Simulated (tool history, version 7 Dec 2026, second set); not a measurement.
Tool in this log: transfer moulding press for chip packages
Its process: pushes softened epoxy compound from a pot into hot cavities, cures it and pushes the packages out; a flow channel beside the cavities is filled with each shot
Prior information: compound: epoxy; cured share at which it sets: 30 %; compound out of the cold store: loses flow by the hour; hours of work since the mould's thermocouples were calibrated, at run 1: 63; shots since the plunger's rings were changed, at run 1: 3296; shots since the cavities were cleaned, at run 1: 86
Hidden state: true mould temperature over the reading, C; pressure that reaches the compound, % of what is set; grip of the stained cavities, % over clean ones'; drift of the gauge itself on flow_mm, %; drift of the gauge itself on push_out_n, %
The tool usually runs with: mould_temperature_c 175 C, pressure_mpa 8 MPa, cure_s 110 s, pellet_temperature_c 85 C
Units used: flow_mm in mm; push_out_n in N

| run | hour | mould_temperature_c | pressure_mpa | cure_s | pellet_temperature_c | hours of work since the mould's thermocouples were calibrated | shots since the plunger's rings were changed | shots since the cavities were cleaned | incoming compound's hours out of the cold store | flow_mm | push_out_n |
|---|---|---|---|---|---|---|---|---|---|---|---|
| 1 | 0 | 175 | 8 | 110 | 85 | 63 | 3296 | 86 | 9.6 | 560 | 292 |
| 2 | 14.4 | 175 | 6.2 | 110 | 85 | 72 | 3442 | 232 | 44.6 | 396 | 313 |
|  | 36.7 | cavities cleaned with cleaning compound and waxed |
| 3 | 38.8 | 175 | 6.2 | 110 | 85 | 87 | 3675 | 22 | 21.8 | 453 | 263 |
| 4 | 54.7 | 175 | 6.2 | 110 | 85 | 98 | 3836 | 183 | 31.8 | 424 | 311 |
| 5 | 66.3 | 175 | 8 | 110 | 85 | 105 | 3955 | 302 | 14.1 | 537 | 351 |
| 6 | 79.1 | 175 | 8 | 110 | 85 | 114 | 4085 | 432 | 15.6 | 531 | 345 |
|  | 82.9 | cavities cleaned with cleaning compound and waxed |
| 7 | 103.3 | 175 | 8 | 110 | 85 | 129 | 4316 | 208 | 31.8 | 482 | 312 |
| 8 | 124.9 | 175 | 8 | 110 | 85 | 143 | 4535 | 427 | 29.2 | 488 | 340 |
|  | 129.8 | cavities cleaned with cleaning compound and waxed |
| 9 | 138.1 | 175 | 8 | 110 | 85 | 151 | 4654 | 84 | 33.9 | 468 | 287 |
| 10 | 152.5 | 175 | 8 | 110 | 85 | 160 | 4800 | 230 | 16.3 | 521 | 324 |
| 11 | 170 | 175 | 8 | 110 | 85 | 172 | 4978 | 408 | 20.2 | 513 | 362 |
|  | 175.3 | cavities cleaned with cleaning compound and waxed |
| 12 | 182.8 | 175 | 7.72 | 110 | 85 | 179 | 5094 | 77 | 33.1 | 461 | 288 |
| 13 | 203.2 | 175 | 7.72 | 110 | 85 | 193 | 5301 | 284 | 38.1 | 442 | 335 |
| 14 | 215.2 | 175 | 7.72 | 116 | 85 | 200 | 5423 | 406 | 38.6 | 443 | 338 |
|  | 221.7 | cavities cleaned with cleaning compound and waxed |
| 15 | 233.8 | 175 | 7.72 | 116 | 85 | 212 | 5597 | 124 | 9.9 | 524 | 308 |
| 16 | 244.1 | 175 | 7.72 | 116 | 88 | 218 | 5701 | 228 | 8.3 | 533 | 317 |
|  | 267.3 | cavities cleaned with cleaning compound and waxed |
| 17 | 267.3 | 180 | 7.72 | 145 | 88 | 233 | 5922 | 0 | 21.2 | 481 | 236 |
| 18 | 282.2 | 172 | 7.02 | 123 | 94 | 242 | 6073 | 151 | 39.8 | 416 | 304 |
| 19 | 305.1 | 172 | 7.02 | 123 | 94 | 258 | 6306 | 384 | 40.3 | 412 | 339 |
|  | 314.2 | cavities cleaned with cleaning compound and waxed |
| 20 | 329.2 | 175 | 9.16 | 110 | 85 | 272 | 6536 | 153 | 44.2 | 459 | 313 |
|  | 344.5 | plunger's sealing rings changed |
| 21 | 355.5 | 175 | 8.19 | 135 | 93 | 288 | 112 | 395 | 23.3 | 538 | 330 |
|  | 362.8 | cavities cleaned with cleaning compound and waxed |
| 22 | 377.9 | 175 | 8 | 102 | 79 | 302 | 324 | 154 | 34.2 | 503 | 310 |
| 23 | 390.2 | 177 | 8 | 102 | 89 | 310 | 449 | 279 | 18.6 | 557 | 339 |
|  | 408.7 | cavities cleaned with cleaning compound and waxed |
| 24 | 412 | 178 | 8 | 102 | 89 | 323 | 655 | 33 | 13.9 | 559 | 269 |
| 25 | 426.2 | 177 | 8 | 102 | 89 | 333 | 800 | 178 | 21.1 | 536 | 312 |
| 26 | 445.3 | 177 | 6.43 | 134 | 75 | 345 | 994 | 372 | 33.2 | 443 | 323 |
|  | 455.3 | cavities cleaned with cleaning compound and waxed |
| 27 | 465.8 | 170 | 9.93 | 132 | 89 | 358 | 1188 | 107 | 9.6 | 654 | 291 |
| 28 | 485.3 | 170 | 9.93 | 132 | 89 | 371 | 1386 | 305 | 35.1 | 550 | 333 |

Measured less the same run without the tool's hidden state. The same run-to-run variation is in both; the gauge's scatter may not be:
| run | flow_mm | push_out_n |
|---|---|---|
| 1 | -30 | +31 |
| 2 | -22 | +61 |
| 3 | -28 | +8 |
| 4 | -28 | +53 |
| 5 | -36 | +77 |
| 6 | -38 | +91 |
| 7 | -36 | +56 |
| 8 | -38 | +89 |
| 9 | -37 | +30 |
| 10 | -44 | +64 |
| 11 | -44 | +91 |
| 12 | -41 | +28 |
| 13 | -41 | +73 |
| 14 | -42 | +87 |
| 15 | -53 | +38 |
| 16 | -54 | +59 |
| 17 | -51 | +2 |
| 18 | -45 | +44 |
| 19 | -47 | +82 |
| 20 | -54 | +44 |
| 21 | -2 | +81 |
| 22 | -3 | +47 |
| 23 | -5 | +72 |
| 24 | -7 | +11 |
| 25 | -7 | +47 |
| 26 | -8 | +79 |
| 27 | -13 | +30 |
| 28 | -13 | +72 |
